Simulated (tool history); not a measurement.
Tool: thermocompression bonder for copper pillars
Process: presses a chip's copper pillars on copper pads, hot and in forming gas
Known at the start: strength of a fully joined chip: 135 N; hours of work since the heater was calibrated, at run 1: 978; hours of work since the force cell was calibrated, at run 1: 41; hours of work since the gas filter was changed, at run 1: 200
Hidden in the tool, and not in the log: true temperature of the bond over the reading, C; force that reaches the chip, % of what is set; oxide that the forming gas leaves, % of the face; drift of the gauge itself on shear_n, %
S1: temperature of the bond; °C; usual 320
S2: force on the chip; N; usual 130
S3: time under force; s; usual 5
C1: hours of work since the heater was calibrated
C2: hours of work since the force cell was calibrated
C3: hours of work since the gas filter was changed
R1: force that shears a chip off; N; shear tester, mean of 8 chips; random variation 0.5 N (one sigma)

| run | hour | S1 | S2 | S3 | C1 | C2 | C3 | R1 |
|---|---|---|---|---|---|---|---|---|
| 1 | 0 | 320 | 130 | 5 | 978 | 41 | 200 | 97.8 |
| 2 | 65.8 | 320 | 130 | 5 | 1011 | 74 | 233 | 97.1 |
| 3 | 101.3 | 320 | 130 | 5 | 1029 | 92 | 250 | 97.4 |
| 4 | 151.9 | 320 | 130 | 11 | 1054 | 117 | 276 | 114.8 |
|  | 172.3 | forming gas filter changed |
| 5 | 216.5 | 320 | 130 | 11 | 1086 | 149 | 22 | 116.3 |
| 6 | 284 | 320 | 130 | 11 | 1120 | 183 | 56 | 115.9 |
| 7 | 336.4 | 320 | 130 | 11 | 1146 | 209 | 82 | 114.4 |
| 8 | 417.9 | 320 | 130 | 11 | 1187 | 250 | 123 | 114.9 |
| 9 | 461.6 | 320 | 130 | 11 | 1209 | 272 | 145 | 115.3 |
| 10 | 532.7 | 320 | 130 | 11 | 1245 | 308 | 181 | 113.6 |
| 11 | 598.8 | 320 | 130 | 5 | 1278 | 341 | 214 | 97.7 |
| 12 | 680.2 | 320 | 130 | 5 | 1319 | 382 | 254 | 98 |
| 13 | 729 | 320 | 123 | 5 | 1343 | 406 | 279 | 94.6 |
|  | 747.7 | forming gas filter changed |
| 14 | 776.5 | 314 | 130 | 5 | 1367 | 430 | 14 | 96.3 |
| 15 | 836.5 | 314 | 130 | 15 | 1397 | 460 | 44 | 118.5 |
| 16 | 924.3 | 320 | 130 | 5 | 1441 | 504 | 88 | 99.1 |
| 17 | 981.3 | 320 | 130 | 5 | 1469 | 532 | 117 | 99 |
| 18 | 1068.5 | 320 | 130 | 5 | 1513 | 576 | 161 | 99.3 |
| 19 | 1142.3 | 308 | 187 | 4 | 1550 | 613 | 198 | 101.4 |
| 20 | 1203.3 | 308 | 187 | 4 | 1580 | 643 | 228 | 100.7 |
| 21 | 1255.2 | 308 | 187 | 4 | 1606 | 669 | 254 | 100.3 |
| 22 | 1308.1 | 308 | 187 | 4 | 1633 | 696 | 281 | 101.7 |
|  | 1322.5 | heater calibrated with a thermocouple chip |
|  | 1323 | forming gas filter changed |
| 23 | 1365.6 | 320 | 144 | 7 | 21 | 723 | 21 | 102.7 |
| 24 | 1439.3 | 320 | 144 | 7 | 58 | 760 | 58 | 102.9 |
|  | 1445.2 | force cell calibrated |
| 25 | 1518.1 | 320 | 144 | 7 | 97 | 37 | 97 | 101.2 |
| 26 | 1590.7 | 343 | 130 | 5 | 133 | 73 | 133 | 101.3 |
| 27 | 1658.3 | 305 | 93 | 5 | 167 | 107 | 167 | 65.7 |
| 28 | 1709.9 | 305 | 92 | 3 | 193 | 133 | 193 | 53.5 |
|  | 1795.4 | force cell calibrated, once more |
| 29 | 1795.4 | 305 | 121 | 11 | 235 | 0 | 235 | 99.5 |
| 30 | 1871.8 | 317 | 121 | 7 | 273 | 38 | 273 | 96.2 |
|  | 1897.1 | forming gas filter changed |
| 31 | 1922.4 | 317 | 121 | 7 | 298 | 63 | 13 | 98.1 |
| 32 | 2003.6 | 315 | 91 | 6 | 339 | 104 | 53 | 80.7 |
| 33 | 2071 | 328 | 130 | 11 | 373 | 138 | 87 | 114.5 |
| 34 | 2128.5 | 343 | 87 | 4 | 402 | 167 | 116 | 84.9 |

Some steps in R1 between neighbouring runs. How much of each would the tool show without its hidden state too (settings, what came in, random variation), and how much is left for the hidden state, with any gauge scatter that isn't in both results?
Run 4 -> 5: forming gas filter changed. R1 +1.5 N: hidden state +2.5, all else -1.
Run 22 -> 23: S1 308 -> 320, S2 187 -> 144, S3 4 -> 7, heater calibrated with a thermocouple chip, forming gas filter changed. R1 +1 N: hidden state -6.5, all else +7.5.
Run 26 -> 27: S1 343 -> 305, S2 130 -> 93. R1 -35.6 N: hidden state +0.1, all else -35.7.
Run 28 -> 29: S2 92 -> 121, S3 3 -> 11, force cell calibrated, once more. R1 +46 N: hidden state +3.2, all else +42.8.
Run 32 -> 33: S1 315 -> 328, S2 91 -> 130, S3 6 -> 11. R1 +33.8 N: hidden state -0.7, all else +34.5.

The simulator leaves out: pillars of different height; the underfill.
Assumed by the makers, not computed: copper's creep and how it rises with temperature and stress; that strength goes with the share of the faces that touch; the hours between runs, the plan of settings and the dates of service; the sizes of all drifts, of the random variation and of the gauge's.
